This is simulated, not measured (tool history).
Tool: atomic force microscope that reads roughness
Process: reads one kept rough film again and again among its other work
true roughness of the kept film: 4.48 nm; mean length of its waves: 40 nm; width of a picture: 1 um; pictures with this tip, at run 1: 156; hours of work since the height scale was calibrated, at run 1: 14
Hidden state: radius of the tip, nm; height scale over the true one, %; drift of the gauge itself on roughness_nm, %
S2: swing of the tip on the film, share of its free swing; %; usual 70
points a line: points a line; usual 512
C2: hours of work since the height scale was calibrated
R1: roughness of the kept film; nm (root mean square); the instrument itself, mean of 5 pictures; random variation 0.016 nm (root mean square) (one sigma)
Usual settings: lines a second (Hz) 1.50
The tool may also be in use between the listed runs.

run 1 hour=0.0 | lines_a_second_(Hz)=1.50 S2=70 points_a_line=512 | pictures_with_this_tip=156 C2=14 | R1=3.973
run 2 hour=16.5 | lines_a_second_(Hz)=1.50 S2=70 points_a_line=512 | pictures_with_this_tip=189 C2=26 | R1=3.976
-- hour=18.5 new tip fitted
run 3 hour=36.8 | lines_a_second_(Hz)=1.50 S2=70 points_a_line=512 | pictures_with_this_tip=37 C2=41 | R1=3.978
run 4 hour=47.1 | lines_a_second_(Hz)=1.50 S2=68 points_a_line=512 | pictures_with_this_tip=58 C2=49 | R1=4.000
run 5 hour=57.9 | lines_a_second_(Hz)=1.50 S2=68 points_a_line=512 | pictures_with_this_tip=80 C2=57 | R1=3.998
run 6 hour=74.9 | lines_a_second_(Hz)=1.50 S2=68 points_a_line=512 | pictures_with_this_tip=115 C2=70 | R1=4.003
run 7 hour=84.2 | lines_a_second_(Hz)=1.50 S2=71 points_a_line=512 | pictures_with_this_tip=134 C2=77 | R1=3.977
run 8 hour=102.2 | lines_a_second_(Hz)=1.50 S2=71 points_a_line=512 | pictures_with_this_tip=171 C2=91 | R1=3.966
-- hour=114.1 new tip fitted
run 9 hour=122.9 | lines_a_second_(Hz)=1.50 S2=71 points_a_line=512 | pictures_with_this_tip=18 C2=106 | R1=3.959
run 10 hour=135.2 | lines_a_second_(Hz)=1.50 S2=70 points_a_line=512 | pictures_with_this_tip=43 C2=115 | R1=3.984
run 11 hour=152.8 | lines_a_second_(Hz)=1.50 S2=70 points_a_line=512 | pictures_with_this_tip=79 C2=129 | R1=3.977
run 12 hour=164.5 | lines_a_second_(Hz)=1.50 S2=70 points_a_line=512 | pictures_with_this_tip=103 C2=138 | R1=3.980
run 13 hour=179.0 | lines_a_second_(Hz)=1.50 S2=70 points_a_line=307 | pictures_with_this_tip=132 C2=149 | R1=3.984
run 14 hour=196.7 | lines_a_second_(Hz)=1.50 S2=70 points_a_line=307 | pictures_with_this_tip=169 C2=162 | R1=3.966
run 15 hour=207.1 | lines_a_second_(Hz)=1.50 S2=55 points_a_line=512 | pictures_with_this_tip=190 C2=170 | R1=4.086
-- hour=209.5 new tip fitted
run 16 hour=220.1 | lines_a_second_(Hz)=1.50 S2=81 points_a_line=512 | pictures_with_this_tip=22 C2=179 | R1=3.835
run 17 hour=235.5 | lines_a_second_(Hz)=1.50 S2=81 points_a_line=512 | pictures_with_this_tip=53 C2=191 | R1=3.860
run 18 hour=246.3 | lines_a_second_(Hz)=1.50 S2=81 points_a_line=512 | pictures_with_this_tip=75 C2=199 | R1=3.847
run 19 hour=260.7 | lines_a_second_(Hz)=1.50 S2=81 points_a_line=512 | pictures_with_this_tip=104 C2=210 | R1=3.849
run 20 hour=275.8 | lines_a_second_(Hz)=1.50 S2=81 points_a_line=512 | pictures_with_this_tip=135 C2=222 | R1=3.855
run 21 hour=289.1 | lines_a_second_(Hz)=0.91 S2=60 points_a_line=512 | pictures_with_this_tip=162 C2=232 | R1=4.097
-- hour=304.4 new tip fitted
run 22 hour=304.6 | lines_a_second_(Hz)=0.91 S2=63 points_a_line=730 | pictures_with_this_tip=0 C2=243 | R1=4.077
run 23 hour=325.0 | lines_a_second_(Hz)=0.91 S2=63 points_a_line=730 | pictures_with_this_tip=42 C2=259 | R1=4.106
run 24 hour=336.3 | lines_a_second_(Hz)=0.91 S2=63 points_a_line=804 | pictures_with_this_tip=65 C2=267 | R1=4.088
run 25 hour=355.0 | lines_a_second_(Hz)=2.31 S2=62 points_a_line=463 | pictures_with_this_tip=103 C2=281 | R1=3.986
run 26 hour=373.0 | lines_a_second_(Hz)=1.50 S2=63 points_a_line=512 | pictures_with_this_tip=140 C2=295 | R1=3.990
run 27 hour=385.6 | lines_a_second_(Hz)=2.33 S2=75 points_a_line=456 | pictures_with_this_tip=166 C2=304 | R1=3.814
-- hour=400.7 new tip fitted
run 28 hour=403.5 | lines_a_second_(Hz)=1.50 S2=70 points_a_line=261 | pictures_with_this_tip=6 C2=318 | R1=3.958
run 29 hour=423.8 | lines_a_second_(Hz)=1.50 S2=70 points_a_line=261 | pictures_with_this_tip=48 C2=333 | R1=3.969
run 30 hour=441.0 | lines_a_second_(Hz)=1.50 S2=62 points_a_line=552 | pictures_with_this_tip=83 C2=346 | R1=4.040
run 31 hour=456.1 | lines_a_second_(Hz)=0.70 S2=61 points_a_line=519 | pictures_with_this_tip=114 C2=357 | R1=4.097
run 32 hour=467.7 | lines_a_second_(Hz)=1.88 S2=65 points_a_line=469 | pictures_with_this_tip=137 C2=366 | R1=3.991
run 33 hour=485.5 | lines_a_second_(Hz)=2.24 S2=67 points_a_line=877 | pictures_with_this_tip=174 C2=380 | R1=3.931
-- hour=495.2 new tip fitted
run 34 hour=495.2 | lines_a_second_(Hz)=0.68 S2=79 points_a_line=539 | pictures_with_this_tip=0 C2=387 | R1=3.997
run 35 hour=511.4 | lines_a_second_(Hz)=1.65 S2=82 points_a_line=396 | pictures_with_this_tip=33 C2=399 | R1=3.800
run 36 hour=523.5 | lines_a_second_(Hz)=1.65 S2=71 points_a_line=613 | pictures_with_this_tip=57 C2=408 | R1=3.945
run 37 hour=532.5 | lines_a_second_(Hz)=1.60 S2=71 points_a_line=893 | pictures_with_this_tip=76 C2=415 | R1=3.971
run 38 hour=545.3 | lines_a_second_(Hz)=2.26 S2=69 points_a_line=257 | pictures_with_this_tip=102 C2=425 | R1=3.918

Forecast each of these 3 alternatives for the next run:
run A hour=554.0 | lines_a_second_(Hz)=3.00 S2=59 points_a_line=257 | pictures_with_this_tip=120 C2=431 | R1=?
run B hour=554.0 | lines_a_second_(Hz)=1.50 S2=70 points_a_line=770 | pictures_with_this_tip=120 C2=431 | R1=?
run C hour=554.0 | lines_a_second_(Hz)=1.52 S2=81 points_a_line=512 | pictures_with_this_tip=120 C2=431 | R1=?

run=A R1=3.954
run=B R1=3.981
run=C R1=3.851
Without the tool's hidden state the same runs would have given:
run=A R1=3.959
run=B R1=3.986
run=C R1=3.855
